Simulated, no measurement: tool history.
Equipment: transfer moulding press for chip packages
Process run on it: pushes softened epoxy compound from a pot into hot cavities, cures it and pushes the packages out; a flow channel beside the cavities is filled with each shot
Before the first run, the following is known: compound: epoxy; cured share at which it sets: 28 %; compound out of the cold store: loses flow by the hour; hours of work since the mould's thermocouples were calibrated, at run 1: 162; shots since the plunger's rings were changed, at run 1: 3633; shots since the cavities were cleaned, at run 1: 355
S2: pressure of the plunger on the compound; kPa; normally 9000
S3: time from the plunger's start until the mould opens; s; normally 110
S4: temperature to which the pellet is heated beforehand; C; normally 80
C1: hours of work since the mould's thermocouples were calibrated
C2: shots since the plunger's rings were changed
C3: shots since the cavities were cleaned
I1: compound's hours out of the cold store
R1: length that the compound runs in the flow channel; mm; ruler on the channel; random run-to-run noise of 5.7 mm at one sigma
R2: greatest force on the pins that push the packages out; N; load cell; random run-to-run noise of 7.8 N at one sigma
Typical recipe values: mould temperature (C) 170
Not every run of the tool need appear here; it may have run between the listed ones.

{"run": 1, "hour": 0.0, "mould temperature (C)": 170, "S2": 9000, "S3": 110, "S4": 80, "C1": 162, "C2": 3633, "C3": 355, "I1": 13.2, "R1": 884, "R2": 531}
{"run": 2, "hour": 10.4, "mould temperature (C)": 170, "S2": 9000, "S3": 110, "S4": 80, "C1": 167, "C2": 3706, "C3": 428, "I1": 10.0, "R1": 889, "R2": 535}
{"run": 3, "hour": 23.0, "mould temperature (C)": 170, "S2": 9000, "S3": 110, "S4": 80, "C1": 172, "C2": 3795, "C3": 517, "I1": 27.0, "R1": 845, "R2": 557}
{"run": 4, "hour": 32.3, "mould temperature (C)": 170, "S2": 8970, "S3": 110, "S4": 80, "C1": 177, "C2": 3860, "C3": 582, "I1": 12.9, "R1": 872, "R2": 552}
{"run": 5, "hour": 38.2, "mould temperature (C)": 170, "S2": 9000, "S3": 110, "S4": 80, "C1": 179, "C2": 3902, "C3": 624, "I1": 44.2, "R1": 803, "R2": 567}
{"hour": 41.6, "done": "cavities cleaned with cleaning compound and waxed"}
{"run": 6, "hour": 46.1, "mould temperature (C)": 170, "S2": 9000, "S3": 110, "S4": 80, "C1": 182, "C2": 3948, "C3": 32, "I1": 13.2, "R1": 870, "R2": 348}
{"run": 7, "hour": 57.2, "mould temperature (C)": 170, "S2": 10610, "S3": 110, "S4": 80, "C1": 187, "C2": 4026, "C3": 110, "I1": 47.3, "R1": 860, "R2": 398}
{"run": 8, "hour": 63.4, "mould temperature (C)": 175, "S2": 9000, "S3": 110, "S4": 80, "C1": 190, "C2": 4069, "C3": 153, "I1": 29.9, "R1": 825, "R2": 369}
{"run": 9, "hour": 76.4, "mould temperature (C)": 175, "S2": 9000, "S3": 110, "S4": 80, "C1": 196, "C2": 4161, "C3": 245, "I1": 11.1, "R1": 853, "R2": 422}

Run 10 comes next. What will it give?
{"hour": 82.4, "done": "plunger's sealing rings changed"}
{"run": 10, "hour": 90.4, "mould temperature (C)": 170, "S2": 9000, "S3": 139, "S4": 80, "C1": 201, "C2": 56, "C3": 326, "I1": 25.3, "R1": "?", "R2": "?"}

Run 10 yielded R1 877 mm, R2 431 N.
With the hidden condition absent and the run-to-run variation left alone, this run would have shown R1 883 mm, R2 285 N.
